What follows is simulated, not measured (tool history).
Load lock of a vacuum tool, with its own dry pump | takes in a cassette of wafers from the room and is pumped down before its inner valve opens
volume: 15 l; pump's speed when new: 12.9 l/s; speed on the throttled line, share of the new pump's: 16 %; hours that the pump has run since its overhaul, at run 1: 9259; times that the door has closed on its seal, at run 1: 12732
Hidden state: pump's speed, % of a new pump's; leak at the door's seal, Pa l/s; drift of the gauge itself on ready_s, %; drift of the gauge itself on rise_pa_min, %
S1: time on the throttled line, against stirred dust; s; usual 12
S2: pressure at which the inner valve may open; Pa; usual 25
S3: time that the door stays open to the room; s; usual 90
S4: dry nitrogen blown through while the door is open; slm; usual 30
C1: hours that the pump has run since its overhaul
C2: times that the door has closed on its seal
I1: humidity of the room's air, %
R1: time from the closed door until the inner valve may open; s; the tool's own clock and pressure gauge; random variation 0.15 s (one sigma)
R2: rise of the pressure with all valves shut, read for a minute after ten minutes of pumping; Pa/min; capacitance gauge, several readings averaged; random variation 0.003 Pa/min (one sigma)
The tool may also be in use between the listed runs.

{"run": 1, "hour": 0.0, "S1": 12, "S2": 25, "S3": 90, "S4": 30, "C1": 9259, "C2": 12732, "I1": 46.9, "R1": 20.4, "R2": 0.197}
{"run": 2, "hour": 218.6, "S1": 12, "S2": 25, "S3": 90, "S4": 30, "C1": 9478, "C2": 13172, "I1": 46.1, "R1": 20.5, "R2": 0.21}
{"run": 3, "hour": 485.0, "S1": 12, "S2": 25, "S3": 90, "S4": 30, "C1": 9744, "C2": 13708, "I1": 46.8, "R1": 20.3, "R2": 0.21}
{"run": 4, "hour": 669.5, "S1": 12, "S2": 25, "S3": 90, "S4": 30, "C1": 9929, "C2": 14079, "I1": 45.0, "R1": 20.7, "R2": 0.229}
{"run": 5, "hour": 861.2, "S1": 12, "S2": 25, "S3": 90, "S4": 30, "C1": 10120, "C2": 14464, "I1": 42.9, "R1": 20.7, "R2": 0.223}
{"run": 6, "hour": 1063.1, "S1": 12, "S2": 25, "S3": 90, "S4": 30, "C1": 10322, "C2": 14870, "I1": 43.0, "R1": 20.6, "R2": 0.239}
{"run": 7, "hour": 1221.6, "S1": 12, "S2": 25, "S3": 90, "S4": 30, "C1": 10481, "C2": 15189, "I1": 45.3, "R1": 20.5, "R2": 0.24}
{"run": 8, "hour": 1466.4, "S1": 12, "S2": 25, "S3": 90, "S4": 30, "C1": 10726, "C2": 15682, "I1": 43.6, "R1": 20.7, "R2": 0.257}
{"run": 9, "hour": 1652.4, "S1": 12, "S2": 25, "S3": 90, "S4": 30, "C1": 10912, "C2": 16056, "I1": 43.4, "R1": 20.6, "R2": 0.266}
{"run": 10, "hour": 1887.6, "S1": 12, "S2": 25, "S3": 90, "S4": 30, "C1": 11147, "C2": 16529, "I1": 41.7, "R1": 20.6, "R2": 0.273}
{"run": 11, "hour": 2075.9, "S1": 12, "S2": 25, "S3": 90, "S4": 30, "C1": 11335, "C2": 16908, "I1": 45.9, "R1": 20.9, "R2": 0.287}
{"run": 12, "hour": 2341.5, "S1": 12, "S2": 25, "S3": 90, "S4": 30, "C1": 11601, "C2": 17442, "I1": 42.3, "R1": 20.6, "R2": 0.298}
{"run": 13, "hour": 2568.5, "S1": 12, "S2": 25, "S3": 90, "S4": 30, "C1": 11828, "C2": 17898, "I1": 44.8, "R1": 21.0, "R2": 0.313}
{"run": 14, "hour": 2723.6, "S1": 12, "S2": 25, "S3": 90, "S4": 30, "C1": 11983, "C2": 18210, "I1": 45.3, "R1": 20.8, "R2": 0.318}
{"run": 15, "hour": 2878.0, "S1": 12, "S2": 25, "S3": 90, "S4": 30, "C1": 12137, "C2": 18521, "I1": 44.0, "R1": 20.8, "R2": 0.322}
{"run": 16, "hour": 3030.2, "S1": 15, "S2": 33, "S3": 49, "S4": 30, "C1": 12290, "C2": 18827, "I1": 45.3, "R1": 22.7, "R2": 0.319}
{"run": 17, "hour": 3144.1, "S1": 15, "S2": 28, "S3": 35, "S4": 31, "C1": 12403, "C2": 19056, "I1": 48.0, "R1": 23.2, "R2": 0.323}
{"run": 18, "hour": 3363.7, "S1": 11, "S2": 47, "S3": 35, "S4": 41, "C1": 12623, "C2": 19498, "I1": 45.8, "R1": 19.2, "R2": 0.334}
{"run": 19, "hour": 3585.9, "S1": 16, "S2": 25, "S3": 90, "S4": 42, "C1": 12845, "C2": 19945, "I1": 44.0, "R1": 23.9, "R2": 0.358}
{"run": 20, "hour": 3764.2, "S1": 16, "S2": 25, "S3": 90, "S4": 42, "C1": 13024, "C2": 20303, "I1": 45.7, "R1": 24.3, "R2": 0.365}
{"run": 21, "hour": 3946.3, "S1": 8, "S2": 24, "S3": 139, "S4": 31, "C1": 13206, "C2": 20670, "I1": 45.5, "R1": 18.0, "R2": 0.393}
{"run": 22, "hour": 4057.0, "S1": 10, "S2": 40, "S3": 139, "S4": 31, "C1": 13316, "C2": 20893, "I1": 45.3, "R1": 18.5, "R2": 0.393}
{"run": 23, "hour": 4169.1, "S1": 12, "S2": 37, "S3": 95, "S4": 30, "C1": 13428, "C2": 21118, "I1": 46.5, "R1": 20.4, "R2": 0.395}
{"run": 24, "hour": 4362.6, "S1": 7, "S2": 25, "S3": 113, "S4": 30, "C1": 13622, "C2": 21507, "I1": 45.6, "R1": 16.9, "R2": 0.418}
{"run": 25, "hour": 4498.3, "S1": 22, "S2": 22, "S3": 67, "S4": 30, "C1": 13758, "C2": 21780, "I1": 46.6, "R1": 29.5, "R2": 0.406}

Run 26 comes next. What will it give?
{"run": 26, "hour": 4684.7, "S1": 22, "S2": 22, "S3": 67, "S4": 30, "C1": 13944, "C2": 22155, "I1": 46.7, "R1": "?", "R2": "?"}

{"run 26": {"R1": 29.3, "R2": 0.42}}
Without the tool's hidden state the same run would have given R1 28.3 s, R2 0.033 Pa/min.
